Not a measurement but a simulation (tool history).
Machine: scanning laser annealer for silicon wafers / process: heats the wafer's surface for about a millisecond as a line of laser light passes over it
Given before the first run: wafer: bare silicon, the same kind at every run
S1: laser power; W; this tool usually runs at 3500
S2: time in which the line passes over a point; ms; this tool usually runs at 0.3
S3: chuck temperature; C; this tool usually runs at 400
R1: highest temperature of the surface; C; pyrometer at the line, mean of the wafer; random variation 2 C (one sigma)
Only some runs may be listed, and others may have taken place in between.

Run 1, hour 0: usual settings. Result: R1 1238 C.
Run 2, hour 41.7: usual settings. Result: R1 1241 C.
Run 3, hour 72.4: usual settings but S1 3301 W. Result: R1 1186 C.
Run 4, hour 103.1: usual settings but S2 0.229 ms. Result: R1 1119 C.
Run 5, hour 146: usual settings but S1 3380 W. Result: R1 1203 C.
Run 6, hour 200.6: usual settings but S1 3380 W. Result: R1 1203 C.
Run 7, hour 238.6: usual settings but S1 3380 W, S3 360 C. Result: R1 1158 C.
Run 8, hour 278.7: usual settings. Result: R1 1236 C.
Run 9, hour 323.3: usual settings. Result: R1 1233 C.
Run 10, hour 372.6: usual settings. Result: R1 1232 C.
Run 11, hour 395.8: usual settings. Result: R1 1229 C.
Run 12, hour 436.5: usual settings. Result: R1 1229 C.
Run 13, hour 480.3: usual settings but S1 3211 W. Result: R1 1142 C.
Run 14, hour 528.5: usual settings but S1 3211 W. Result: R1 1144 C.
Run 15, hour 570.3: usual settings but S1 3211 W. Result: R1 1146 C.
Run 16, hour 598.6: usual settings but S1 3211 W. Result: R1 1146 C.
Run 17, hour 622.8: usual settings. Result: R1 1227 C.
At hour 627.8: window over the wafer cleaned.
Run 18, hour 648.1: usual settings. Result: R1 1218 C.
Run 19, hour 688.6: usual settings. Result: R1 1220 C.
Run 20, hour 726.1: usual settings but S1 3505 W, S3 380 C. Result: R1 1201 C.
Run 21, hour 774.8: usual settings but S1 3129 W, S2 0.38 ms, S3 370 C. Result: R1 1189 C.
Run 22, hour 804.8: usual settings but S1 3129 W, S2 0.38 ms, S3 370 C. Result: R1 1186 C.
Run 23, hour 828.9: usual settings but S1 3129 W, S2 0.38 ms, S3 370 C. Result: R1 1182 C.
Run 24, hour 860: usual settings but S1 3446 W, S2 0.221 ms, S3 439 C. Result: R1 1112 C.
Run 25, hour 894.2: usual settings but S1 3275 W, S2 0.373 ms, S3 431 C. Result: R1 1283 C.
At hour 911.2: window over the wafer cleaned, once more.
Run 26, hour 941.6: usual settings but S1 3275 W, S2 0.373 ms, S3 431 C. Result: R1 1308 C.
Run 27, hour 979.7: usual settings but S1 3275 W, S2 0.268 ms, S3 368 C. Result: R1 1096 C.
Run 28, hour 1026: usual settings but S1 3144 W, S2 0.339 ms, S3 425 C. Result: R1 1216 C.
Run 29, hour 1050.6: usual settings but S1 3144 W, S2 0.339 ms, S3 425 C. Result: R1 1217 C.
Run 30, hour 1087.4: usual settings but S1 3144 W, S2 0.339 ms, S3 425 C. Result: R1 1214 C.
Run 31, hour 1109.4: usual settings but S1 3317 W, S2 0.234 ms, S3 371 C. Result: R1 1056 C.
Run 32, hour 1136.2: usual settings but S1 3495 W, S2 0.314 ms, S3 404 C. Result: R1 1264 C.
Run 33, hour 1158.6: usual settings but S1 3279 W, S2 0.238 ms. Result: R1 1077 C.
Run 34, hour 1198.7: usual settings but S2 0.232 ms. Result: R1 1127 C.
Run 35, hour 1239.5: usual settings but S2 0.23 ms, S3 397 C. Result: R1 1115 C.
Run 36, hour 1289.8: usual settings but S1 3576 W, S2 0.274 ms, S3 403 C. Result: R1 1219 C.
Run 37, hour 1317.7: usual settings but S1 3576 W, S2 0.274 ms, S3 403 C. Result: R1 1218 C.
Run 38, hour 1358.7: usual settings but S1 3576 W, S2 0.274 ms, S3 403 C. Result: R1 1216 C.

Pick out some run-to-run changes in R1. Of each, how much would a tool without hidden state show as well, from the settings, what came in and chance, and how much is left for the hidden state and any gauge scatter not in both results compared?
Unlogged tool condition in this case: light that passes the window, % of a clean one's; laser's true power over the reading, %; width of the line over the set one, %; drift of the gauge itself on peak_c, C.
Run 23 -> 24: S1 3129 -> 3446, S2 0.38 -> 0.221, S3 370 -> 439. R1 -70 C: hidden state +5, all else -75.
Run 24 -> 25: S1 3446 -> 3275, S2 0.221 -> 0.373, S3 439 -> 431. R1 +171 C: hidden state -8, all else +179.
Run 25 -> 26: window over the wafer cleaned, once more. R1 +25 C: hidden state +30, all else -5.
Run 26 -> 27: S2 0.373 -> 0.268, S3 431 -> 368. R1 -212 C: hidden state -1, all else -211.
Run 31 -> 32: S1 3317 -> 3495, S2 0.234 -> 0.314, S3 371 -> 404. R1 +208 C: hidden state -3, all else +211.
Run 32 -> 33: S1 3495 -> 3279, S2 0.314 -> 0.238, S3 404 -> 400. R1 -187 C: hidden state +2, all else -189.

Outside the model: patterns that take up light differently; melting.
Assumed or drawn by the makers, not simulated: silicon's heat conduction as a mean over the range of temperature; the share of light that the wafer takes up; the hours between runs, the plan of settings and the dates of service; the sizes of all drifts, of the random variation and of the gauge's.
